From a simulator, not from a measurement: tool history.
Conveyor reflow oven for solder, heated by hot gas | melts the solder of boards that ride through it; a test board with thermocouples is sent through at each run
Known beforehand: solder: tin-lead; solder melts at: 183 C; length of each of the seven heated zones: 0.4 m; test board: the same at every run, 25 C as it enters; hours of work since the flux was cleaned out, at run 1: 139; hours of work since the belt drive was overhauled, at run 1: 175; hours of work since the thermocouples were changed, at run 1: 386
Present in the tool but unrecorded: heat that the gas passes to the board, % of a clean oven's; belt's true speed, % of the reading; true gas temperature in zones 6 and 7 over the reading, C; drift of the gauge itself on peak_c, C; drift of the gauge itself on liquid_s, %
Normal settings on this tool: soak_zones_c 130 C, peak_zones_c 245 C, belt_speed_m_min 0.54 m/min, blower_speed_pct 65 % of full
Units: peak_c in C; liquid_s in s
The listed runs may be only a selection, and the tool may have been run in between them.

run   hour  soak_zones_c  peak_zones_c  belt_speed_m_min  blower_speed_pct  hours of work since the flux was cleaned out  hours of work since the belt drive was overhauled  hours of work since the thermocouples were changed  peak_c  liquid_s
  1      0           130           245              0.54                65                                           139                                                175                                                 386   226.1      71.1
  2   15.8           130           245              0.54                65                                           146                                                182                                                 393   226.1      70.9
  3   31.6           130           245              0.54                77                                           153                                                189                                                 400   228.8      72.7
  4   46.2           130           245              0.54                65                                           160                                                195                                                 406   226.3      70.9
  5   62.1           130           245              0.54                51                                           166                                                202                                                 413   222.2      67.5
  6     86           130           245              0.54                51                                           177                                                212                                                 424   222.2      67.1
  7  107.9           130           245              0.54                51                                           186                                                222                                                 433   222.2      67.4
  8  126.9           131           245              0.54                65                                           194                                                230                                                 441   226.7      71.4
  9  150.6           131           245              0.54                65                                           205                                                240                                                 452   226.4      71.7
 10  175.2           130           245              0.54                65                                           215                                                251                                                 462   226.2      70.6
 11  188.7           130           245              0.54                65                                           221                                                257                                                 468   226.4      70.7
 12    204           130           253              0.54                81                                           228                                                264                                                 475   236.8      78.2
       212  -- flux residue cleaned out of gas plates and filters
 13  225.5           130           253              0.54                81                                             6                                                271                                                 482   237.7      78.8
       231  -- belt drive overhauled, speed set with a stopwatch
 14  245.9           141           250             0.591                56                                            13                                                  6                                                 489   227.4      69.4
 15  259.6           141           245             0.485                65                                            19                                                 12                                                 495   232.2      89.1
 16  274.5           115           245             0.605                65                                            25                                                 19                                                 501   219.3      52.9
 17  292.7           115           245             0.605                65                                            33                                                 27                                                 509     219        53
 18  313.1           115           245             0.605                65                                            42                                                 36                                                 518   219.1      53.4
 19  328.8           139           259              0.47                60                                            49                                                 42                                                 525   244.7      98.6

5 options for the next run, each taken on its own from the tool as it stands now. Forecast them:
  A   345           139           247              0.47                60                                            56                                                 49                                                 532       ?         ?
  B   345           130           243             0.535                65                                            56                                                 49                                                 532       ?         ?
  C   345           139           259              0.47                50                                            56                                                 49                                                 532       ?         ?
  D   345           127           252              0.47                90                                            56                                                 49                                                 532       ?         ?
  E   345           139           242              0.47                60                                            56                                                 49                                                 532       ?         ?

run  peak_c  liquid_s
  A   234.1      91.5
  B   225.5      71.2
  C   242.5      97.6
  D   242.2      92.7
  E   229.1      88.3
The same runs, with their run-to-run variation unchanged, on a tool lacking any hidden condition would have given:
run  peak_c  liquid_s
  A   232.8      90.2
  B   224.3        70
  C   241.2      96.2
  D   240.9      91.5
  E   227.8      86.8

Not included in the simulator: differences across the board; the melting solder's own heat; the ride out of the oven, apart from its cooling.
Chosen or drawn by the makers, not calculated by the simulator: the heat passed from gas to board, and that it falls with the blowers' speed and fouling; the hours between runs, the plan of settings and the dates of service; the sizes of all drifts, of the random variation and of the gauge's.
